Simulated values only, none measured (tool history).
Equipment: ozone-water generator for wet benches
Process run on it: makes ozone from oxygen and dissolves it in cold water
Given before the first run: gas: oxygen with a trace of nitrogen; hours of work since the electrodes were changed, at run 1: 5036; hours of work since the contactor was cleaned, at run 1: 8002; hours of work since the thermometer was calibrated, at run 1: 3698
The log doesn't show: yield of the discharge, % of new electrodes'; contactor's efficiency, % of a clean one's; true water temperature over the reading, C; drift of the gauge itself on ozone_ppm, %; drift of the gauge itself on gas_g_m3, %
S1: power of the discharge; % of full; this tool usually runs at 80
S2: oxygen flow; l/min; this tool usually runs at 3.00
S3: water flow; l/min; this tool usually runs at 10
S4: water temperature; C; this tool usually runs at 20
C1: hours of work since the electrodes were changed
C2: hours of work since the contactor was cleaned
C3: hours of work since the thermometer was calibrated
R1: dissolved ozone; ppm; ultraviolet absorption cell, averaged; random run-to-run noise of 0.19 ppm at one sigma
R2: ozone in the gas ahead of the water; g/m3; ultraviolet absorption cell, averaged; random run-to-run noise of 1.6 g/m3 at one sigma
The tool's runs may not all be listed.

{"run": 1, "day": 0.0, "S1": 80, "S2": 3.0, "S3": 10, "S4": 20, "C1": 5036, "C2": 8002, "C3": 3698, "R1": 26.6, "R2": 299.0}
{"run": 2, "day": 5.062, "S1": 80, "S2": 3.0, "S3": 10, "S4": 20, "C1": 5155, "C2": 8121, "C3": 3817, "R1": 26.8, "R2": 297.3}
{"run": 3, "day": 9.988, "S1": 80, "S2": 3.0, "S3": 10, "S4": 16, "C1": 5271, "C2": 8237, "C3": 3933, "R1": 28.5, "R2": 299.7}
{"run": 4, "day": 15.346, "S1": 80, "S2": 3.0, "S3": 10, "S4": 16, "C1": 5396, "C2": 8363, "C3": 4058, "R1": 28.1, "R2": 297.8}
{"run": 5, "day": 18.879, "S1": 80, "S2": 3.0, "S3": 10, "S4": 16, "C1": 5479, "C2": 8446, "C3": 4141, "R1": 28.6, "R2": 298.0}
{"run": 6, "day": 24.262, "S1": 80, "S2": 3.72, "S3": 10, "S4": 16, "C1": 5606, "C2": 8572, "C3": 4268, "R1": 27.9, "R2": 265.4}
{"run": 7, "day": 28.167, "S1": 80, "S2": 3.0, "S3": 10, "S4": 20, "C1": 5697, "C2": 8664, "C3": 4359, "R1": 26.8, "R2": 296.9}
{"run": 8, "day": 30.862, "S1": 80, "S2": 3.0, "S3": 10, "S4": 20, "C1": 5761, "C2": 8727, "C3": 4423, "R1": 26.8, "R2": 299.0}
{"run": 9, "day": 35.462, "S1": 80, "S2": 3.0, "S3": 10, "S4": 20, "C1": 5869, "C2": 8835, "C3": 4531, "R1": 26.6, "R2": 296.0}
{"run": 10, "day": 38.167, "S1": 80, "S2": 3.0, "S3": 10, "S4": 20, "C1": 5932, "C2": 8898, "C3": 4594, "R1": 27.1, "R2": 295.1}
{"run": 11, "day": 40.942, "S1": 80, "S2": 3.0, "S3": 10, "S4": 20, "C1": 5997, "C2": 8963, "C3": 4659, "R1": 26.9, "R2": 298.7}
{"run": 12, "day": 44.088, "S1": 80, "S2": 3.0, "S3": 10, "S4": 20, "C1": 6071, "C2": 9037, "C3": 4733, "R1": 26.9, "R2": 297.6}
{"run": 13, "day": 47.358, "S1": 80, "S2": 3.0, "S3": 10, "S4": 20, "C1": 6148, "C2": 9114, "C3": 4810, "R1": 26.7, "R2": 296.7}
{"run": 14, "day": 49.708, "S1": 80, "S2": 3.0, "S3": 10, "S4": 20, "C1": 6203, "C2": 9169, "C3": 4865, "R1": 26.3, "R2": 297.0}
{"run": 15, "day": 53.725, "S1": 80, "S2": 3.0, "S3": 10, "S4": 20, "C1": 6297, "C2": 9263, "C3": 4959, "R1": 27.3, "R2": 298.9}
{"run": 16, "day": 58.821, "S1": 80, "S2": 3.0, "S3": 10, "S4": 20, "C1": 6417, "C2": 9383, "C3": 5079, "R1": 26.9, "R2": 298.9}
{"run": 17, "day": 61.321, "S1": 80, "S2": 3.0, "S3": 10, "S4": 20, "C1": 6475, "C2": 9442, "C3": 5138, "R1": 26.8, "R2": 298.0}
{"day": 63.296, "done": "water thermometer calibrated"}
{"run": 18, "day": 63.821, "S1": 80, "S2": 1.92, "S3": 6, "S4": 20, "C1": 6534, "C2": 9500, "C3": 12, "R1": 42.4, "R2": 385.7}
{"run": 19, "day": 68.162, "S1": 80, "S2": 2.8, "S3": 14, "S4": 19, "C1": 6636, "C2": 9602, "C3": 114, "R1": 19.4, "R2": 310.5}
{"run": 20, "day": 72.346, "S1": 80, "S2": 2.8, "S3": 14, "S4": 19, "C1": 6734, "C2": 9700, "C3": 212, "R1": 19.4, "R2": 309.0}
{"run": 21, "day": 77.679, "S1": 80, "S2": 2.8, "S3": 14, "S4": 19, "C1": 6859, "C2": 9825, "C3": 338, "R1": 19.8, "R2": 310.3}
{"run": 22, "day": 82.717, "S1": 88, "S2": 3.0, "S3": 10, "S4": 22, "C1": 6977, "C2": 9943, "C3": 456, "R1": 27.4, "R2": 313.6}
{"run": 23, "day": 85.746, "S1": 80, "S2": 3.0, "S3": 15, "S4": 20, "C1": 7048, "C2": 10015, "C3": 527, "R1": 18.0, "R2": 297.8}
{"run": 24, "day": 90.2, "S1": 49, "S2": 3.0, "S3": 14, "S4": 14, "C1": 7153, "C2": 10119, "C3": 632, "R1": 15.9, "R2": 228.9}
{"run": 25, "day": 94.125, "S1": 42, "S2": 1.85, "S3": 7, "S4": 22, "C1": 7245, "C2": 10211, "C3": 724, "R1": 25.4, "R2": 275.1}
{"run": 26, "day": 99.138, "S1": 42, "S2": 1.85, "S3": 11, "S4": 12, "C1": 7363, "C2": 10329, "C3": 841, "R1": 18.5, "R2": 271.6}
{"run": 27, "day": 102.238, "S1": 80, "S2": 4.17, "S3": 9, "S4": 18, "C1": 7435, "C2": 10402, "C3": 914, "R1": 29.6, "R2": 245.8}
{"run": 28, "day": 107.546, "S1": 80, "S2": 3.0, "S3": 10, "S4": 19, "C1": 7560, "C2": 10526, "C3": 1039, "R1": 27.1, "R2": 299.1}
{"run": 29, "day": 112.346, "S1": 80, "S2": 3.0, "S3": 10, "S4": 19, "C1": 7673, "C2": 10639, "C3": 1151, "R1": 27.1, "R2": 297.4}
{"run": 30, "day": 117.904, "S1": 74, "S2": 3.0, "S3": 10, "S4": 14, "C1": 7803, "C2": 10769, "C3": 1282, "R1": 28.5, "R2": 282.8}
{"run": 31, "day": 120.367, "S1": 93, "S2": 1.87, "S3": 6, "S4": 15, "C1": 7861, "C2": 10827, "C3": 1340, "R1": 50.1, "R2": 420.7}
{"run": 32, "day": 125.808, "S1": 85, "S2": 3.0, "S3": 10, "S4": 27, "C1": 7989, "C2": 10955, "C3": 1467, "R1": 24.6, "R2": 308.2}
{"run": 33, "day": 128.812, "S1": 85, "S2": 3.0, "S3": 10, "S4": 18, "C1": 8059, "C2": 11025, "C3": 1538, "R1": 28.4, "R2": 305.7}

Take each entry between the runs: how does the hidden state at the last listed run before it differ from the hidden state at the first listed run after it?
Runs 17 to 18: water thermometer calibrated (day 63.296)
  the hidden state is the same at both runs
